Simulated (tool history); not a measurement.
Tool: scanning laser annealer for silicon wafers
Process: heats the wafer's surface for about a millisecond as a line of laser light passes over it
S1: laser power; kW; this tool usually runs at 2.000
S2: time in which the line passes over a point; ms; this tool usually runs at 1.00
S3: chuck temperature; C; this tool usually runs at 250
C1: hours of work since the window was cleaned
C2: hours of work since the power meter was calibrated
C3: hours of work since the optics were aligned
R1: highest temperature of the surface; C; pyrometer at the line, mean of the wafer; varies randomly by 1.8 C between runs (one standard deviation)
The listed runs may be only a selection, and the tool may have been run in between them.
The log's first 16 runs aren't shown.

{"run": 17, "hour": 146.5, "S1": 2.093, "S2": 1.0, "S3": 250, "C1": 62, "C2": 184, "C3": 358, "R1": 990}
{"run": 18, "hour": 157.1, "S1": 2.093, "S2": 1.0, "S3": 250, "C1": 66, "C2": 189, "C3": 362, "R1": 991}
{"run": 19, "hour": 162.6, "S1": 2.093, "S2": 1.0, "S3": 250, "C1": 68, "C2": 191, "C3": 364, "R1": 989}
{"run": 20, "hour": 170.7, "S1": 2.0, "S2": 1.0, "S3": 250, "C1": 72, "C2": 194, "C3": 368, "R1": 958}
{"run": 21, "hour": 177.6, "S1": 2.0, "S2": 1.0, "S3": 250, "C1": 74, "C2": 197, "C3": 370, "R1": 954}
{"run": 22, "hour": 184.2, "S1": 2.194, "S2": 1.0, "S3": 217, "C1": 77, "C2": 200, "C3": 373, "R1": 993}
{"run": 23, "hour": 196.2, "S1": 2.156, "S2": 1.0, "S3": 217, "C1": 82, "C2": 205, "C3": 378, "R1": 977}
{"run": 24, "hour": 203.2, "S1": 1.883, "S2": 0.94, "S3": 267, "C1": 85, "C2": 208, "C3": 381, "R1": 908}
{"run": 25, "hour": 213.3, "S1": 2.049, "S2": 0.74, "S3": 267, "C1": 89, "C2": 212, "C3": 385, "R1": 883}
{"run": 26, "hour": 224.8, "S1": 1.818, "S2": 0.87, "S3": 267, "C1": 94, "C2": 217, "C3": 390, "R1": 863}
{"run": 27, "hour": 234.8, "S1": 1.787, "S2": 1.0, "S3": 259, "C1": 98, "C2": 221, "C3": 394, "R1": 886}
{"run": 28, "hour": 245.7, "S1": 1.787, "S2": 1.0, "S3": 259, "C1": 102, "C2": 225, "C3": 398, "R1": 890}
{"run": 29, "hour": 252.3, "S1": 2.0, "S2": 1.0, "S3": 267, "C1": 105, "C2": 228, "C3": 401, "R1": 972}
{"run": 30, "hour": 259.7, "S1": 2.0, "S2": 1.0, "S3": 267, "C1": 108, "C2": 231, "C3": 404, "R1": 971}
{"run": 31, "hour": 266.6, "S1": 1.791, "S2": 0.92, "S3": 287, "C1": 111, "C2": 234, "C3": 407, "R1": 890}
{"run": 32, "hour": 275.3, "S1": 2.069, "S2": 0.92, "S3": 245, "C1": 114, "C2": 237, "C3": 410, "R1": 940}
{"run": 33, "hour": 280.5, "S1": 2.172, "S2": 0.99, "S3": 240, "C1": 117, "C2": 239, "C3": 413, "R1": 1001}
{"run": 34, "hour": 291.9, "S1": 2.0, "S2": 0.84, "S3": 250, "C1": 121, "C2": 244, "C3": 417, "R1": 893}
{"run": 35, "hour": 300.3, "S1": 2.151, "S2": 0.84, "S3": 250, "C1": 125, "C2": 248, "C3": 421, "R1": 937}
{"run": 36, "hour": 310.5, "S1": 1.772, "S2": 0.89, "S3": 250, "C1": 129, "C2": 252, "C3": 425, "R1": 834}
{"run": 37, "hour": 319.0, "S1": 1.926, "S2": 0.85, "S3": 247, "C1": 132, "C2": 255, "C3": 428, "R1": 868}
{"run": 38, "hour": 326.9, "S1": 1.926, "S2": 0.85, "S3": 247, "C1": 136, "C2": 258, "C3": 432, "R1": 867}
{"run": 39, "hour": 339.2, "S1": 1.841, "S2": 0.75, "S3": 247, "C1": 141, "C2": 263, "C3": 437, "R1": 800}
{"run": 40, "hour": 347.1, "S1": 1.819, "S2": 1.1, "S3": 272, "C1": 144, "C2": 267, "C3": 440, "R1": 941}
{"run": 41, "hour": 353.8, "S1": 1.819, "S2": 1.1, "S3": 272, "C1": 147, "C2": 269, "C3": 443, "R1": 944}

Forecast each of these 4 alternatives for the next run:
{"run": "A", "hour": 366.1, "S1": 1.911, "S2": 1.1, "S3": 272, "C1": 152, "C2": 275, "C3": 448, "R1": "?"}
{"run": "B", "hour": 366.1, "S1": 1.72, "S2": 1.0, "S3": 267, "C1": 152, "C2": 275, "C3": 448, "R1": "?"}
{"run": "C", "hour": 366.1, "S1": 2.0, "S2": 0.95, "S3": 250, "C1": 152, "C2": 275, "C3": 448, "R1": "?"}
{"run": "D", "hour": 366.1, "S1": 1.819, "S2": 1.1, "S3": 274, "C1": 152, "C2": 275, "C3": 448, "R1": "?"}

run=A R1=979
run=B R1=871
run=C R1=930
run=D R1=940
Take away the tool's hidden state, keep each run's random variation, and the runs would have read:
run=A R1=992
run=B R1=882
run=C R1=942
run=D R1=952
